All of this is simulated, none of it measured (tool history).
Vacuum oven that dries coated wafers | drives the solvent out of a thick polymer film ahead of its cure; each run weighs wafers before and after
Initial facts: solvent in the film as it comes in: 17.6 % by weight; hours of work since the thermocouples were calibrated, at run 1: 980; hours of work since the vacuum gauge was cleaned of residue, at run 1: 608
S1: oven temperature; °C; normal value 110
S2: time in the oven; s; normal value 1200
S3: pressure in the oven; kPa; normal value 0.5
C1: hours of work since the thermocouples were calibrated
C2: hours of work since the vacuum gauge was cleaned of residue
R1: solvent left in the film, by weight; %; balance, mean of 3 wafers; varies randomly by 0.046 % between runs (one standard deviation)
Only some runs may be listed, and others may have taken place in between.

{"run": 1, "day": 0.0, "S1": 110, "S2": 1200, "S3": 0.5, "C1": 980, "C2": 608, "R1": 1.44}
{"run": 2, "day": 4.288, "S1": 110, "S2": 1200, "S3": 0.5, "C1": 1025, "C2": 653, "R1": 1.42}
{"run": 3, "day": 8.379, "S1": 110, "S2": 1200, "S3": 0.824, "C1": 1069, "C2": 696, "R1": 1.83}
{"run": 4, "day": 10.671, "S1": 110, "S2": 1200, "S3": 0.824, "C1": 1093, "C2": 721, "R1": 1.82}
{"run": 5, "day": 14.654, "S1": 110, "S2": 1200, "S3": 0.5, "C1": 1135, "C2": 763, "R1": 1.44}
{"run": 6, "day": 18.279, "S1": 110, "S2": 1200, "S3": 0.5, "C1": 1173, "C2": 801, "R1": 1.5}
{"run": 7, "day": 20.238, "S1": 110, "S2": 1200, "S3": 0.5, "C1": 1194, "C2": 821, "R1": 1.47}
{"run": 8, "day": 22.838, "S1": 110, "S2": 1200, "S3": 0.5, "C1": 1221, "C2": 849, "R1": 1.51}
{"run": 9, "day": 26.262, "S1": 110, "S2": 1200, "S3": 0.5, "C1": 1257, "C2": 885, "R1": 1.45}
{"run": 10, "day": 29.058, "S1": 110, "S2": 1200, "S3": 0.648, "C1": 1287, "C2": 914, "R1": 1.64}
{"run": 11, "day": 32.392, "S1": 110, "S2": 1200, "S3": 0.648, "C1": 1322, "C2": 950, "R1": 1.65}
{"run": 12, "day": 36.762, "S1": 110, "S2": 1200, "S3": 0.648, "C1": 1368, "C2": 996, "R1": 1.59}
{"day": 39.904, "done": "oven's thermocouples calibrated"}
{"run": 13, "day": 40.575, "S1": 110, "S2": 1800, "S3": 0.648, "C1": 7, "C2": 1035, "R1": 0.93}
{"run": 14, "day": 44.092, "S1": 110, "S2": 1800, "S3": 0.648, "C1": 44, "C2": 1072, "R1": 0.94}
{"run": 15, "day": 45.971, "S1": 110, "S2": 1800, "S3": 0.648, "C1": 64, "C2": 1092, "R1": 0.9}
{"run": 16, "day": 49.1, "S1": 110, "S2": 840, "S3": 0.5, "C1": 97, "C2": 1125, "R1": 2.67}
{"run": 17, "day": 51.883, "S1": 110, "S2": 840, "S3": 0.5, "C1": 126, "C2": 1154, "R1": 2.73}
{"run": 18, "day": 55.958, "S1": 110, "S2": 840, "S3": 0.5, "C1": 169, "C2": 1197, "R1": 2.73}
{"run": 19, "day": 59.7, "S1": 110, "S2": 1200, "S3": 0.5, "C1": 209, "C2": 1237, "R1": 1.51}
{"run": 20, "day": 62.571, "S1": 110, "S2": 1200, "S3": 0.961, "C1": 239, "C2": 1267, "R1": 1.96}
{"run": 21, "day": 66.283, "S1": 110, "S2": 1200, "S3": 0.961, "C1": 278, "C2": 1306, "R1": 1.81}
{"run": 22, "day": 69.167, "S1": 110, "S2": 1200, "S3": 0.961, "C1": 308, "C2": 1336, "R1": 1.9}
{"run": 23, "day": 71.738, "S1": 110, "S2": 1200, "S3": 0.961, "C1": 335, "C2": 1363, "R1": 1.8}
{"run": 24, "day": 74.75, "S1": 98, "S2": 780, "S3": 0.961, "C1": 367, "C2": 1395, "R1": 6.34}
{"run": 25, "day": 77.921, "S1": 97, "S2": 1200, "S3": 0.341, "C1": 401, "C2": 1429, "R1": 3.85}
{"run": 26, "day": 81.742, "S1": 97, "S2": 1200, "S3": 0.341, "C1": 441, "C2": 1469, "R1": 3.81}
{"run": 27, "day": 85.008, "S1": 105, "S2": 1200, "S3": 0.5, "C1": 475, "C2": 1503, "R1": 2.28}
{"run": 28, "day": 87.388, "S1": 110, "S2": 1200, "S3": 1.249, "C1": 500, "C2": 1528, "R1": 2.12}
{"run": 29, "day": 89.321, "S1": 110, "S2": 1200, "S3": 0.638, "C1": 521, "C2": 1549, "R1": 1.63}
{"run": 30, "day": 92.221, "S1": 114, "S2": 660, "S3": 0.891, "C1": 551, "C2": 1579, "R1": 3.15}
{"run": 31, "day": 94.05, "S1": 110, "S2": 1680, "S3": 0.518, "C1": 571, "C2": 1599, "R1": 0.87}
{"run": 32, "day": 97.2, "S1": 124, "S2": 1860, "S3": 1.389, "C1": 604, "C2": 1632, "R1": 0.85}
{"run": 33, "day": 99.133, "S1": 110, "S2": 660, "S3": 0.865, "C1": 624, "C2": 1652, "R1": 4.11}
{"run": 34, "day": 101.792, "S1": 110, "S2": 1200, "S3": 1.079, "C1": 652, "C2": 1680, "R1": 2.05}
{"run": 35, "day": 104.742, "S1": 114, "S2": 1320, "S3": 1.079, "C1": 683, "C2": 1711, "R1": 1.38}
{"run": 36, "day": 107.067, "S1": 109, "S2": 960, "S3": 0.343, "C1": 708, "C2": 1736, "R1": 2.29}
{"run": 37, "day": 109.542, "S1": 109, "S2": 960, "S3": 0.343, "C1": 734, "C2": 1762, "R1": 2.32}
{"run": 38, "day": 112.129, "S1": 117, "S2": 1200, "S3": 0.454, "C1": 761, "C2": 1789, "R1": 0.71}
{"day": 112.604, "done": "vacuum gauge cleaned of residue and calibrated"}
{"run": 39, "day": 114.925, "S1": 124, "S2": 1620, "S3": 0.5, "C1": 790, "C2": 24, "R1": 0.23}

Here are 5 independent what-if runs from the current tool condition. What would each one return?
{"run": "A", "day": 118.788, "S1": 101, "S2": 1620, "S3": 0.5, "C1": 831, "C2": 65, "R1": "?"}
{"run": "B", "day": 118.788, "S1": 123, "S2": 660, "S3": 1.069, "C1": 831, "C2": 65, "R1": "?"}
{"run": "C", "day": 118.788, "S1": 118, "S2": 1620, "S3": 0.5, "C1": 831, "C2": 65, "R1": "?"}
{"run": "D", "day": 118.788, "S1": 124, "S2": 1620, "S3": 0.432, "C1": 831, "C2": 65, "R1": "?"}
{"run": "E", "day": 118.788, "S1": 97, "S2": 1200, "S3": 0.5, "C1": 831, "C2": 65, "R1": "?"}

run=A R1=1.94
run=B R1=1.69
run=C R1=0.43
run=D R1=0.24
run=E R1=3.97
With no hidden state in the tool, these same runs would have given:
run=A R1=1.94
run=B R1=1.69
run=C R1=0.43
run=D R1=0.24
run=E R1=3.97
